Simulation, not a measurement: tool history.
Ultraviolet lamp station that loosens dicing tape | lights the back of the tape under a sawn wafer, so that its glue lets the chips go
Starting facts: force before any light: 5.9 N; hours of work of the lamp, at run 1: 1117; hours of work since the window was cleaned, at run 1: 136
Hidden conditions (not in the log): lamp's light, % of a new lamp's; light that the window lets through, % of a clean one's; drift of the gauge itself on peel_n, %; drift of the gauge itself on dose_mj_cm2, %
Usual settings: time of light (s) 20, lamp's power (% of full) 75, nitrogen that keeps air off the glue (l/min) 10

run,hour,time of light (s),lamp's power (% of full),nitrogen that keeps air off the glue (l/min),hours of work of the lamp,hours of work since the window was cleaned,force that peels the tape off (N),light that reached the tape (mJ/cm2)
1,0.0,20,75,10,1117,136,0.876,425
2,41.4,20,75,10,1142,161,0.900,427
3,95.7,20,73,10,1175,194,0.941,409
4,146.3,20,96,10,1205,225,0.605,531
5,185.2,20,96,10,1229,248,0.598,530
6,210.4,20,96,10,1244,263,0.607,522
7,233.6,20,95,10,1258,277,0.648,528
8,286.2,20,95,10,1290,309,0.636,511
9,325.9,20,95,10,1314,333,0.662,508
# hour 330.6: window cleaned of glue's vapour
10,360.7,20,75,10,1334,18,0.995,384
11,411.8,15,75,10,1365,49,1.482,285
# hour 436.1: window cleaned of glue's vapour, once more
12,461.6,15,75,10,1395,15,1.390,312
13,509.1,15,75,10,1423,44,1.425,307
14,540.6,15,75,10,1442,63,1.431,307
15,577.5,20,75,10,1465,85,0.918,412
16,614.4,20,72,10,1487,108,0.982,387
# hour 633.1: lamp changed
17,660.7,20,72,10,17,135,0.691,489
18,686.6,20,75,10,32,150,0.646,510
19,732.2,20,75,10,60,178,0.677,505
20,777.1,20,75,10,87,205,0.697,499
21,828.6,20,68,10,118,236,0.802,444
22,858.5,20,75,7,136,254,0.816,491
23,898.6,35,75,4,160,278,0.418,846
24,950.7,35,75,4,191,310,0.429,838
25,983.1,35,75,8,211,329,0.322,831
# hour 996.6: window cleaned of glue's vapour
26,1028.2,35,64,4,238,19,0.525,743
27,1081.3,20,75,10,270,51,0.693,490
28,1129.8,20,75,10,299,80,0.691,492
29,1152.0,21,60,5,313,94,1.250,407
30,1185.9,17,97,8,333,114,0.653,534
31,1209.2,30,93,10,347,128,0.282,898
32,1243.6,31,92,10,368,149,0.280,906
33,1296.7,20,71,10,400,181,0.799,445
34,1346.8,10,75,9,430,211,2.018,231
35,1395.0,10,75,9,459,240,2.110,234
36,1449.2,10,75,9,492,273,2.050,231
37,1498.9,36,77,4,522,303,0.425,837
38,1541.9,24,81,4,548,329,0.792,581
# hour 1556.7: window cleaned of glue's vapour
39,1585.1,24,81,4,574,17,0.717,612
40,1633.4,24,81,3,603,46,0.876,611
41,1672.0,24,81,3,626,70,0.867,608
42,1694.9,20,73,15,640,83,0.686,447
43,1727.4,20,75,16,659,103,0.658,462
44,1767.4,39,69,6,683,127,0.369,826

How the hidden state differs across the entries between the runs, from the last listed run before each to the first after it:
After run 9, before run 10: window cleaned of glue's vapour (hour 330.6)
  lamp's light, % of a new lamp's: 80.9 -> 80.6; light that the window lets through, % of a clean one's: 94.7 -> 91.2
  measured minus no-state result, force that peels the tape off (N): +0.237 -> +0.394; light that reached the tape (mJ/cm2): -155 -> -139
After run 11, before run 12: window cleaned of glue's vapour, once more (hour 436.1)
  lamp's light, % of a new lamp's: 80.2 -> 79.8; light that the window lets through, % of a clean one's: 90.7 -> 99.7
  measured minus no-state result, force that peels the tape off (N): +0.536 -> +0.396; light that reached the tape (mJ/cm2): -107 -> -80
After run 16, before run 17: lamp changed (hour 633.1)
  lamp's light, % of a new lamp's: 78.5 -> 98.8; light that the window lets through, % of a clean one's: 98.4 -> 97.9
  measured minus no-state result, force that peels the tape off (N): +0.343 -> +0.038; light that reached the tape (mJ/cm2): -115 -> -16
After run 25, before run 26: window cleaned of glue's vapour (hour 996.6)
  lamp's light, % of a new lamp's: 96.1 -> 95.7; light that the window lets through, % of a clean one's: 95 -> 99
  measured minus no-state result, force that peels the tape off (N): +0.032 -> +0.047; light that reached the tape (mJ/cm2): -79 -> -42
After run 38, before run 39: window cleaned of glue's vapour (hour 1556.7)
  lamp's light, % of a new lamp's: 91.4 -> 91; light that the window lets through, % of a clean one's: 94.3 -> 98.8
  measured minus no-state result, force that peels the tape off (N): +0.177 -> +0.119; light that reached the tape (mJ/cm2): -93 -> -69
